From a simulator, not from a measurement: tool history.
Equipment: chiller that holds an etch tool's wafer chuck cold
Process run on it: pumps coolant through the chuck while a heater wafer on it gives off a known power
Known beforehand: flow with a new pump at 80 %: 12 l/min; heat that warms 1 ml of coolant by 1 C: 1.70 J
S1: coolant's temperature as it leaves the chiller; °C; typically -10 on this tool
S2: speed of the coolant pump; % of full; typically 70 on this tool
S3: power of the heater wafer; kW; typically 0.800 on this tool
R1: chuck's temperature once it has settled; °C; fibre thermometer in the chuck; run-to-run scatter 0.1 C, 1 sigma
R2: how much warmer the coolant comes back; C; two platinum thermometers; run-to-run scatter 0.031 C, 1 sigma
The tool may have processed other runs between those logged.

| run | hour | S1 | S2 | S3 | R1 | R2 |
|---|---|---|---|---|---|---|
| 1 | 0.0 | -10 | 70 | 0.800 | -1.5 | 2.79 |
| 2 | 45.8 | -10 | 96 | 0.800 | -2.7 | 2.01 |
| 3 | 105.7 | -10 | 70 | 0.800 | -1.4 | 2.72 |
| 4 | 149.3 | -7 | 70 | 0.800 | 1.7 | 2.78 |
| 5 | 205.8 | -7 | 70 | 0.800 | 1.9 | 2.73 |
|  | 242.3 | chiller's thermometer calibrated |
| 6 | 280.2 | -7 | 70 | 0.800 | 2.0 | 2.78 |
| 7 | 315.7 | -1 | 70 | 0.445 | 4.1 | 1.49 |
| 8 | 347.8 | -13 | 77 | 0.445 | -8.2 | 1.41 |
| 9 | 395.8 | -13 | 77 | 0.445 | -8.3 | 1.47 |
| 10 | 457.1 | -12 | 77 | 0.445 | -7.2 | 1.39 |
| 11 | 530.5 | -14 | 81 | 0.639 | -7.5 | 1.90 |

Predict each of these 3 candidate next runs independently; none follows another, all start after run 11:
| A | 573.6 | -1 | 70 | 0.488 | ? | ? |
| B | 573.6 | -14 | 81 | 0.624 | ? | ? |
| C | 573.6 | -14 | 81 | 0.449 | ? | ? |

| run | R1 | R2 |
|---|---|---|
| A | 4.5 | 1.67 |
| B | -7.5 | 1.85 |
| C | -9.3 | 1.29 |
Take away the tool's hidden state, keep each run's random variation, and the runs would have read:
| run | R1 | R2 |
|---|---|---|
| A | 4.3 | 1.62 |
| B | -7.8 | 1.79 |
| C | -9.5 | 1.25 |
